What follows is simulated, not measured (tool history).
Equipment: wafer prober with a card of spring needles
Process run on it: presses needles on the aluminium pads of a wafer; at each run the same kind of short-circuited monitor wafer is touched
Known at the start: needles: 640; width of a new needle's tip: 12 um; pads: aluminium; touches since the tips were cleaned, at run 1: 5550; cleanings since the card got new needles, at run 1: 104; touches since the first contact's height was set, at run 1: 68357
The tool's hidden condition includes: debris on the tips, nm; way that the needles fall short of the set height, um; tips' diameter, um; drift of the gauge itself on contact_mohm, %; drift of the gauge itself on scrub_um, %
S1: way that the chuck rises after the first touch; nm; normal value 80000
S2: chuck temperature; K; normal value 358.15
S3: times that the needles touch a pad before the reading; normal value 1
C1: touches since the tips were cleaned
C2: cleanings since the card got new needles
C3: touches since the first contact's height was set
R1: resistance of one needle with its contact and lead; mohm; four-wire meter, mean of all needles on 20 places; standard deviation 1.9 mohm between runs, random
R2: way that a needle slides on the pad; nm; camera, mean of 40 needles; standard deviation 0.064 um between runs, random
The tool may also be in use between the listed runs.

run 1 hour=0 | S1=80000 S2=358.15 S3=1 | C1=5550 C2=104 C3=68357 | R1=233 R2=18270
-- hour=5 tips cleaned on abrasive film
-- hour=29.2 tips cleaned on abrasive film
-- hour=53.6 tips cleaned on abrasive film
-- hour=73.4 tips cleaned on abrasive film
run 2 hour=75.8 | S1=80000 S2=358.15 S3=1 | C1=742 C2=108 C3=92384 | R1=211 R2=18150
-- hour=97.9 tips cleaned on abrasive film
-- hour=120.1 tips cleaned on abrasive film
-- hour=143.8 tips cleaned on abrasive film
run 3 hour=156.1 | S1=80000 S2=357.15 S3=1 | C1=3908 C2=111 C3=117901 | R1=234 R2=18120
-- hour=166 tips cleaned on abrasive film
-- hour=189.8 tips cleaned on abrasive film
-- hour=209.6 tips cleaned on abrasive film
run 4 hour=211.1 | S1=75000 S2=358.15 S3=1 | C1=487 C2=114 C3=135362 | R1=213 R2=16860
-- hour=230.9 tips cleaned on abrasive film
-- hour=253.6 tips cleaned on abrasive film
-- hour=277.4 tips cleaned on abrasive film
run 5 hour=277.4 | S1=75000 S2=358.15 S3=1 | C1=0 C2=117 C3=156403 | R1=205 R2=16710
-- hour=301.6 tips cleaned on abrasive film
-- hour=311.7 height of the first contact set anew
-- hour=321.7 tips cleaned on abrasive film
-- hour=345.5 tips cleaned on abrasive film
run 6 hour=346.7 | S1=75000 S2=358.15 S3=1 | C1=373 C2=120 C3=11089 | R1=212 R2=17320
-- hour=366.5 tips cleaned on abrasive film
-- hour=390.3 tips cleaned on abrasive film
-- hour=414.6 tips cleaned on abrasive film
run 7 hour=428.2 | S1=80000 S2=365.15 S3=1 | C1=4314 C2=123 C3=36971 | R1=238 R2=18450
-- hour=438.1 tips cleaned on abrasive film
-- hour=457.9 tips cleaned on abrasive film
-- hour=467.9 tips cleaned on abrasive film, once more
-- hour=491.7 tips cleaned on abrasive film
-- hour=514.7 tips cleaned on abrasive film
run 8 hour=514.7 | S1=80000 S2=358.15 S3=1 | C1=0 C2=128 C3=64387 | R1=208 R2=18260
-- hour=539 tips cleaned on abrasive film
-- hour=558.8 tips cleaned on abrasive film
-- hour=582.4 tips cleaned on abrasive film
-- hour=602.2 tips cleaned on abrasive film
run 9 hour=607 | S1=80000 S2=358.15 S3=3 | C1=1531 C2=132 C3=93695 | R1=210 R2=18170
-- hour=624.4 tips cleaned on abrasive film
-- hour=647.1 tips cleaned on abrasive film
-- hour=670.2 tips cleaned on abrasive film
run 10 hour=670.2 | S1=80000 S2=358.15 S3=3 | C1=0 C2=135 C3=113762 | R1=206 R2=18100
-- hour=693.4 tips cleaned on abrasive film
-- hour=713.2 tips cleaned on abrasive film
-- hour=737.7 tips cleaned on abrasive film
-- hour=760.7 tips cleaned on abrasive film
run 11 hour=760.8 | S1=80000 S2=358.15 S3=3 | C1=22 C2=139 C3=142507 | R1=209 R2=17980
-- hour=784.6 tips cleaned on abrasive film
-- hour=808.9 tips cleaned on abrasive film
run 12 hour=817.7 | S1=70000 S2=358.15 S3=1 | C1=2818 C2=141 C3=160602 | R1=239 R2=15770
-- hour=831.9 tips cleaned on abrasive film
-- hour=842 height of the first contact set anew
-- hour=856.9 tips cleaned on abrasive film
run 13 hour=876.2 | S1=70000 S2=358.15 S3=1 | C1=6158 C2=143 C3=10857 | R1=259 R2=16300
-- hour=881.2 tips cleaned on abrasive film
-- hour=905.6 tips cleaned on abrasive film
-- hour=929.7 tips cleaned on abrasive film
-- hour=949.5 tips cleaned on abrasive film
run 14 hour=964.8 | S1=70000 S2=358.15 S3=1 | C1=4880 C2=147 C3=38993 | R1=250 R2=16040
-- hour=969.9 tips cleaned on abrasive film
-- hour=994.6 tips cleaned on abrasive film
-- hour=1014.4 tips cleaned on abrasive film
-- hour=1036.8 tips cleaned on abrasive film
run 15 hour=1036.8 | S1=70000 S2=358.15 S3=1 | C1=0 C2=151 C3=61818 | R1=209 R2=16050
-- hour=1060 tips cleaned on abrasive film
-- hour=1083.4 tips cleaned on abrasive film
run 16 hour=1095.2 | S1=70000 S2=368.15 S3=1 | C1=3780 C2=153 C3=80381 | R1=252 R2=15960
-- hour=1105.2 tips cleaned on abrasive film
-- hour=1125 tips cleaned on abrasive film
-- hour=1147.5 tips cleaned on abrasive film
run 17 hour=1160.6 | S1=69000 S2=385.15 S3=2 | C1=4185 C2=156 C3=101132 | R1=236 R2=15630
-- hour=1169.6 tips cleaned on abrasive film
-- hour=1194 tips cleaned on abrasive film
-- hour=1218.4 tips cleaned on abrasive film
-- hour=1242 tips cleaned on abrasive film
run 18 hour=1245.1 | S1=80000 S2=358.15 S3=2 | C1=985 C2=160 C3=127935 | R1=213 R2=18060
-- hour=1264.8 tips cleaned on abrasive film
-- hour=1288.5 tips cleaned on abrasive film
-- hour=1300.5 card fitted with new needles
run 19 hour=1317.4 | S1=87000 S2=337.15 S3=1 | C1=5388 C2=0 C3=5388 | R1=226 R2=20180

Run 20, settings as shown, results not yet in. Your forecast:
-- hour=1322.5 tips cleaned on abrasive film
-- hour=1346.8 tips cleaned on abrasive film
-- hour=1370.4 tips cleaned on abrasive film
-- hour=1390.4 tips cleaned on abrasive film
run 20 hour=1390.4 | S1=87000 S2=337.15 S3=1 | C1=0 C2=4 C3=28506 | R1=? R2=?

{"run 20": {"R1": 202, "R2": 20030}}
Minus the tool's unlogged condition, the same run would have read R1 199 mohm, R2 20120 nm.
